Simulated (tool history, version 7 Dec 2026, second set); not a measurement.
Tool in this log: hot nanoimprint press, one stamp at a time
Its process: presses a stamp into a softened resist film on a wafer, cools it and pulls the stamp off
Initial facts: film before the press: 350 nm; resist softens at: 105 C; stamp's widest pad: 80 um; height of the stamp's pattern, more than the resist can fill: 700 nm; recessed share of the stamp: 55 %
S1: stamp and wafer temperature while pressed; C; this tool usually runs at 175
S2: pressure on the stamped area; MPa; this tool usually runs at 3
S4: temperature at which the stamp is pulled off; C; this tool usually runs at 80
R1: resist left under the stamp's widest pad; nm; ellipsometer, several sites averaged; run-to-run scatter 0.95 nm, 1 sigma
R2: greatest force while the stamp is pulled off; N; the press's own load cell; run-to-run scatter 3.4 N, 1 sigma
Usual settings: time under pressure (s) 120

{"run": 1, "hour": 0.0, "S1": 175, "S2": 3, "time under pressure (s)": 120, "S4": 80, "R1": 161.3, "R2": 215}
{"run": 2, "hour": 12.4, "S1": 175, "S2": 3, "time under pressure (s)": 120, "S4": 80, "R1": 164.5, "R2": 224}
{"run": 3, "hour": 24.9, "S1": 175, "S2": 3, "time under pressure (s)": 120, "S4": 80, "R1": 163.8, "R2": 224}
{"run": 4, "hour": 36.8, "S1": 175, "S2": 3, "time under pressure (s)": 120, "S4": 87, "R1": 164.5, "R2": 179}
{"run": 5, "hour": 44.9, "S1": 175, "S2": 3, "time under pressure (s)": 152, "S4": 80, "R1": 152.2, "R2": 231}
{"run": 6, "hour": 53.1, "S1": 175, "S2": 3, "time under pressure (s)": 152, "S4": 80, "R1": 151.4, "R2": 224}
{"run": 7, "hour": 63.5, "S1": 175, "S2": 3, "time under pressure (s)": 120, "S4": 80, "R1": 166.8, "R2": 221}
{"run": 8, "hour": 73.8, "S1": 175, "S2": 3, "time under pressure (s)": 120, "S4": 80, "R1": 166.7, "R2": 230}
{"run": 9, "hour": 83.6, "S1": 175, "S2": 2.55, "time under pressure (s)": 120, "S4": 80, "R1": 178.2, "R2": 232}
{"run": 10, "hour": 91.6, "S1": 175, "S2": 2.55, "time under pressure (s)": 120, "S4": 80, "R1": 177.8, "R2": 232}
{"run": 11, "hour": 107.9, "S1": 170, "S2": 3, "time under pressure (s)": 120, "S4": 80, "R1": 208.4, "R2": 235}
{"run": 12, "hour": 117.3, "S1": 170, "S2": 3, "time under pressure (s)": 120, "S4": 80, "R1": 206.8, "R2": 234}
{"run": 13, "hour": 130.3, "S1": 175, "S2": 3, "time under pressure (s)": 128, "S4": 72, "R1": 162.6, "R2": 290}
{"run": 14, "hour": 138.3, "S1": 175, "S2": 3, "time under pressure (s)": 128, "S4": 72, "R1": 162, "R2": 276}
{"run": 15, "hour": 148.4, "S1": 175, "S2": 3, "time under pressure (s)": 128, "S4": 72, "R1": 162.5, "R2": 282}
{"run": 16, "hour": 158.9, "S1": 175, "S2": 3, "time under pressure (s)": 128, "S4": 72, "R1": 163.1, "R2": 291}
{"run": 17, "hour": 168.9, "S1": 184, "S2": 3, "time under pressure (s)": 128, "S4": 72, "R1": 110.4, "R2": 289}
{"run": 18, "hour": 184.6, "S1": 175, "S2": 1.86, "time under pressure (s)": 60, "S4": 87, "R1": 247.6, "R2": 200}
{"run": 19, "hour": 192.5, "S1": 175, "S2": 1.86, "time under pressure (s)": 96, "S4": 70, "R1": 220.8, "R2": 302}
{"run": 20, "hour": 209.3, "S1": 183, "S2": 1.86, "time under pressure (s)": 96, "S4": 86, "R1": 162.8, "R2": 200}
{"run": 21, "hour": 225.3, "S1": 166, "S2": 1.9, "time under pressure (s)": 120, "S4": 70, "R1": 272.8, "R2": 304}
{"run": 22, "hour": 237.4, "S1": 175, "S2": 3, "time under pressure (s)": 120, "S4": 68, "R1": 171.1, "R2": 315}
{"run": 23, "hour": 254.5, "S1": 168, "S2": 2.46, "time under pressure (s)": 61, "S4": 72, "R1": 277.9, "R2": 294}

What if the next run were any one of these 3? Each begins from the tool's condition after run 23:
{"run": "A", "hour": 270.2, "S1": 165, "S2": 2.85, "time under pressure (s)": 64, "S4": 80, "R1": "?", "R2": "?"}
{"run": "B", "hour": 270.2, "S1": 168, "S2": 4.12, "time under pressure (s)": 76, "S4": 86, "R1": "?", "R2": "?"}
{"run": "C", "hour": 270.2, "S1": 168, "S2": 2.46, "time under pressure (s)": 97, "S4": 72, "R1": "?", "R2": "?"}

run=A R1=286.6 R2=240
run=B R1=229.1 R2=207
run=C R1=254.9 R2=290
Take away the tool's hidden state, keep each run's random variation, and the runs would have read:
run=A R1=279.7 R2=215
run=B R1=219.4 R2=186
run=C R1=247 R2=262
